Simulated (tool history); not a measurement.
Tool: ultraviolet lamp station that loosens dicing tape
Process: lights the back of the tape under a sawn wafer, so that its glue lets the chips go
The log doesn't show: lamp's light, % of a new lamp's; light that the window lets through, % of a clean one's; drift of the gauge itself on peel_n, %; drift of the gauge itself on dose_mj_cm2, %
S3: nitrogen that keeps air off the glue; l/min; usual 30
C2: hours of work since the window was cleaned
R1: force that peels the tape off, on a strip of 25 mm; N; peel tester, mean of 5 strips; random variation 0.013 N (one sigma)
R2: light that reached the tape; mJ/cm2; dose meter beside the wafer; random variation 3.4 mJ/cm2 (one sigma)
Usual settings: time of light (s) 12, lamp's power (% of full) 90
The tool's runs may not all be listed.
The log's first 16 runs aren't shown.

run 17 hour=118.4 | time_of_light_(s)=12 lamp's_power_(%_of_full)=72 S3=30 | hours_of_work_of_the_lamp=89 C2=264 | R1=1.106 R2=405
run 18 hour=122.8 | time_of_light_(s)=12 lamp's_power_(%_of_full)=72 S3=30 | hours_of_work_of_the_lamp=92 C2=267 | R1=1.122 R2=404
run 19 hour=130.4 | time_of_light_(s)=12 lamp's_power_(%_of_full)=72 S3=30 | hours_of_work_of_the_lamp=97 C2=273 | R1=1.123 R2=405
run 20 hour=137.8 | time_of_light_(s)=12 lamp's_power_(%_of_full)=72 S3=30 | hours_of_work_of_the_lamp=102 C2=278 | R1=1.102 R2=404
run 21 hour=143.4 | time_of_light_(s)=12 lamp's_power_(%_of_full)=76 S3=31 | hours_of_work_of_the_lamp=106 C2=282 | R1=0.967 R2=423
run 22 hour=148.7 | time_of_light_(s)=9 lamp's_power_(%_of_full)=71 S3=10 | hours_of_work_of_the_lamp=110 C2=286 | R1=3.334 R2=298
run 23 hour=153.1 | time_of_light_(s)=12 lamp's_power_(%_of_full)=90 S3=55 | hours_of_work_of_the_lamp=113 C2=289 | R1=0.457 R2=503
run 24 hour=158.6 | time_of_light_(s)=12 lamp's_power_(%_of_full)=90 S3=55 | hours_of_work_of_the_lamp=117 C2=293 | R1=0.452 R2=500
run 25 hour=165.3 | time_of_light_(s)=12 lamp's_power_(%_of_full)=87 S3=30 | hours_of_work_of_the_lamp=122 C2=298 | R1=0.792 R2=485
run 26 hour=175.1 | time_of_light_(s)=12 lamp's_power_(%_of_full)=71 S3=27 | hours_of_work_of_the_lamp=129 C2=305 | R1=1.249 R2=393
run 27 hour=184.3 | time_of_light_(s)=12 lamp's_power_(%_of_full)=95 S3=13 | hours_of_work_of_the_lamp=136 C2=311 | R1=1.31 R2=524
run 28 hour=192.6 | time_of_light_(s)=19 lamp's_power_(%_of_full)=100 S3=10 | hours_of_work_of_the_lamp=142 C2=317 | R1=0.624 R2=883
run 29 hour=202.8 | time_of_light_(s)=9 lamp's_power_(%_of_full)=96 S3=30 | hours_of_work_of_the_lamp=149 C2=325 | R1=1.143 R2=394
run 30 hour=208.5 | time_of_light_(s)=12 lamp's_power_(%_of_full)=83 S3=30 | hours_of_work_of_the_lamp=153 C2=329 | R1=0.902 R2=448
run 31 hour=214.2 | time_of_light_(s)=7 lamp's_power_(%_of_full)=66 S3=30 | hours_of_work_of_the_lamp=157 C2=333 | R1=2.827 R2=209
run 32 hour=219 | time_of_light_(s)=17 lamp's_power_(%_of_full)=66 S3=29 | hours_of_work_of_the_lamp=161 C2=336 | R1=0.729 R2=511
run 33 hour=229.3 | time_of_light_(s)=15 lamp's_power_(%_of_full)=64 S3=29 | hours_of_work_of_the_lamp=168 C2=344 | R1=0.984 R2=438
run 34 hour=238.7 | time_of_light_(s)=13 lamp's_power_(%_of_full)=64 S3=58 | hours_of_work_of_the_lamp=175 C2=350 | R1=0.816 R2=377
run 35 hour=246.8 | time_of_light_(s)=15 lamp's_power_(%_of_full)=94 S3=26 | hours_of_work_of_the_lamp=181 C2=356 | R1=0.507 R2=643
run 36 hour=256.7 | time_of_light_(s)=21 lamp's_power_(%_of_full)=70 S3=24 | hours_of_work_of_the_lamp=188 C2=363 | R1=0.491 R2=662
run 37 hour=266.6 | time_of_light_(s)=12 lamp's_power_(%_of_full)=90 S3=21 | hours_of_work_of_the_lamp=195 C2=370 | R1=1.037 R2=484
run 38 hour=273.4 | time_of_light_(s)=12 lamp's_power_(%_of_full)=90 S3=21 | hours_of_work_of_the_lamp=200 C2=375 | R1=1.036 R2=482
run 39 hour=282.8 | time_of_light_(s)=12 lamp's_power_(%_of_full)=90 S3=21 | hours_of_work_of_the_lamp=206 C2=382 | R1=1.072 R2=489
run 40 hour=288.3 | time_of_light_(s)=12 lamp's_power_(%_of_full)=90 S3=21 | hours_of_work_of_the_lamp=210 C2=386 | R1=1.058 R2=479

Forecast each of these 4 alternatives for the next run:
run A hour=298.4 | time_of_light_(s)=13 lamp's_power_(%_of_full)=86 S3=25 | hours_of_work_of_the_lamp=217 C2=393 | R1=? R2=?
run B hour=298.4 | time_of_light_(s)=18 lamp's_power_(%_of_full)=62 S3=30 | hours_of_work_of_the_lamp=217 C2=393 | R1=? R2=?
run C hour=298.4 | time_of_light_(s)=12 lamp's_power_(%_of_full)=86 S3=30 | hours_of_work_of_the_lamp=217 C2=393 | R1=? R2=?
run D hour=298.4 | time_of_light_(s)=12 lamp's_power_(%_of_full)=65 S3=21 | hours_of_work_of_the_lamp=217 C2=393 | R1=? R2=?

run=A R1=0.867 R2=496
run=B R1=0.762 R2=496
run=C R1=0.9 R2=462
run=D R1=1.862 R2=347
Without the tool's hidden state the same runs would have given:
run=A R1=0.666 R2=564
run=B R1=0.585 R2=563
run=C R1=0.696 R2=526
run=D R1=1.528 R2=395
